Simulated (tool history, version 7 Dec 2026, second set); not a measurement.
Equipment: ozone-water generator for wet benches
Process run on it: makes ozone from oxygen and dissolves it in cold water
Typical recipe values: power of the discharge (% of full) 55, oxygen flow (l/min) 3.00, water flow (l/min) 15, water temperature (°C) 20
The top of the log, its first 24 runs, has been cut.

| run | hour | power of the discharge (% of full) | oxygen flow (l/min) | water flow (l/min) | water temperature (°C) | hours of work since the electrodes were changed | hours of work since the contactor was cleaned | hours of work since the thermometer was calibrated | dissolved ozone (ppm) | ozone in the gas ahead of the water (g/m3) |
|---|---|---|---|---|---|---|---|---|---|---|
| 25 | 1645.2 | 55 | 3.00 | 19 | 15 | 2732 | 4237 | 1230 | 18.5 | 220.8 |
| 26 | 1736.6 | 63 | 2.05 | 13 | 12 | 2803 | 4307 | 1301 | 27.7 | 299.6 |
| 27 | 1801.6 | 55 | 3.00 | 15 | 16 | 2853 | 4357 | 1351 | 22.4 | 219.4 |
| 28 | 1870.8 | 55 | 2.42 | 15 | 13 | 2906 | 4411 | 1404 | 22.7 | 249.4 |
| 29 | 1933.2 | 45 | 3.93 | 14 | 17 | 2954 | 4459 | 1452 | 20.9 | 167.2 |
| 30 | 2003.5 | 45 | 3.93 | 14 | 17 | 3009 | 4513 | 1507 | 20.5 | 165.7 |
| 31 | 2045.2 | 61 | 3.93 | 14 | 27 | 3041 | 4545 | 1539 | 21.2 | 201.9 |
| 32 | 2111.9 | 64 | 3.00 | 15 | 19 | 3092 | 4597 | 1590 | 23.7 | 242.6 |
| 33 | 2173.3 | 64 | 4.96 | 15 | 23 | 3139 | 4644 | 1637 | 21.6 | 180.6 |
| 34 | 2261.2 | 95 | 2.53 | 10 | 23 | 3207 | 4712 | 1705 | 38.1 | 334.1 |

Branching from run 34: 3 alternative next runs. What would each branch give?
| A | 2307.0 | 44 | 3.00 | 18 | 18 | 3242 | 4747 | 1741 | ? | ? |
| B | 2307.0 | 45 | 2.53 | 15 | 21 | 3242 | 4747 | 1741 | ? | ? |
| C | 2307.0 | 82 | 2.53 | 10 | 23 | 3242 | 4747 | 1741 | ? | ? |

| run | dissolved ozone (ppm) | ozone in the gas ahead of the water (g/m3) |
|---|---|---|
| A | 16.3 | 193.5 |
| B | 18.4 | 217.1 |
| C | 35.5 | 309.0 |
The same runs, with their run-to-run variation unchanged, on a tool lacking any hidden condition would have given:
| run | dissolved ozone (ppm) | ozone in the gas ahead of the water (g/m3) |
|---|---|---|
| A | 16.3 | 188.7 |
| B | 18.4 | 211.7 |
| C | 35.5 | 301.4 |

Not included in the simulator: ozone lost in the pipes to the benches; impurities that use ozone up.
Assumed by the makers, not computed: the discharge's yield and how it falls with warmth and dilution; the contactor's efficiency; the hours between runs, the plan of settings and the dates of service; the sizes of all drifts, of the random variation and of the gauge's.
